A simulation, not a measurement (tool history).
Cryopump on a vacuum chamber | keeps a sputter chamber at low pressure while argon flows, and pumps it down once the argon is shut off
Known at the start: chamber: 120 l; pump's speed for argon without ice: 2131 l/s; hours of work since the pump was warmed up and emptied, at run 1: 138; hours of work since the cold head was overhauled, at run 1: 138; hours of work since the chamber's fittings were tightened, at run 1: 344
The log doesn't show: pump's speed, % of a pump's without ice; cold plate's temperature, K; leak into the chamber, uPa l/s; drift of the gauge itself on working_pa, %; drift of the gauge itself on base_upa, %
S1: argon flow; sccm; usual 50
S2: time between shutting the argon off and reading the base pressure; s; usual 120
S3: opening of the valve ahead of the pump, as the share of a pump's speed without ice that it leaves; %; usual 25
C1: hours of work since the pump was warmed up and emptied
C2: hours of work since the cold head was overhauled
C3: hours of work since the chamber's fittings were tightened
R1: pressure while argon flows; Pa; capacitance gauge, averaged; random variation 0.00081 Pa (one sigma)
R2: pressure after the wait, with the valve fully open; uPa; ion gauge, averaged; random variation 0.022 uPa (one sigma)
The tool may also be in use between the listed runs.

run 1 day=0.000 | S1=50 S2=120 S3=25 | C1=138 C2=138 C3=344 | R1=0.1612 R2=0.64
run 2 day=0.346 | S1=26 S2=120 S3=25 | C1=143 C2=143 C3=349 | R1=0.0841 R2=0.66
run 3 day=0.596 | S1=26 S2=120 S3=25 | C1=147 C2=147 C3=352 | R1=0.0834 R2=0.67
run 4 day=1.171 | S1=50 S2=120 S3=25 | C1=155 C2=155 C3=361 | R1=0.1622 R2=0.67
run 5 day=1.500 | S1=50 S2=120 S3=25 | C1=160 C2=160 C3=365 | R1=0.1622 R2=0.69
run 6 day=1.796 | S1=50 S2=120 S3=25 | C1=164 C2=164 C3=370 | R1=0.1640 R2=0.68
run 7 day=2.117 | S1=50 S2=120 S3=25 | C1=169 C2=169 C3=374 | R1=0.1635 R2=0.64
run 8 day=2.579 | S1=50 S2=120 S3=25 | C1=175 C2=175 C3=381 | R1=0.1617 R2=0.65
run 9 day=2.917 | S1=50 S2=120 S3=25 | C1=180 C2=180 C3=386 | R1=0.1618 R2=0.67
run 10 day=3.167 | S1=50 S2=120 S3=25 | C1=184 C2=184 C3=389 | R1=0.1621 R2=0.64
run 11 day=3.667 | S1=50 S2=120 S3=25 | C1=191 C2=191 C3=397 | R1=0.1629 R2=0.67
run 12 day=4.129 | S1=50 S2=120 S3=24 | C1=198 C2=198 C3=403 | R1=0.1700 R2=0.72
run 13 day=4.483 | S1=50 S2=120 S3=24 | C1=203 C2=203 C3=408 | R1=0.1707 R2=0.68
run 14 day=4.808 | S1=50 S2=120 S3=24 | C1=208 C2=208 C3=413 | R1=0.1702 R2=0.67
run 15 day=5.175 | S1=50 S2=120 S3=24 | C1=213 C2=213 C3=418 | R1=0.1710 R2=0.64
run 16 day=5.721 | S1=50 S2=120 S3=24 | C1=221 C2=221 C3=426 | R1=0.1713 R2=0.72
run 17 day=6.271 | S1=50 S2=120 S3=24 | C1=229 C2=229 C3=434 | R1=0.1715 R2=0.69
run 18 day=6.738 | S1=27 S2=120 S3=21 | C1=236 C2=236 C3=441 | R1=0.1065 R2=0.68
run 19 day=7.067 | S1=44 S2=70 S3=21 | C1=240 C2=240 C3=446 | R1=0.1708 R2=0.96
run 20 day=7.396 | S1=25 S2=120 S3=54 | C1=245 C2=245 C3=451 | R1=0.0397 R2=0.69
run 21 day=7.917 | S1=25 S2=120 S3=49 | C1=253 C2=253 C3=458 | R1=0.0439 R2=0.65
run 22 day=8.358 | S1=25 S2=37 S3=49 | C1=259 C2=259 C3=464 | R1=0.0436 R2=1.58
run 23 day=8.650 | S1=25 S2=37 S3=49 | C1=263 C2=263 C3=469 | R1=0.0440 R2=1.63
run 24 day=9.179 | S1=25 S2=27 S3=49 | C1=271 C2=271 C3=476 | R1=0.0444 R2=2.05
run 25 day=9.700 | S1=46 S2=226 S3=25 | C1=278 C2=278 C3=484 | R1=0.1539 R2=0.53

The next listed run, before its measurement:
run 26 day=10.008 | S1=94 S2=157 S3=25 | C1=283 C2=283 C3=488 | R1=? R2=?

Run 26 gave R1 0.3106 Pa, R2 0.60 uPa.
Without the tool's hidden state the same run would have given R1 0.2958 Pa, R2 0.42 uPa.
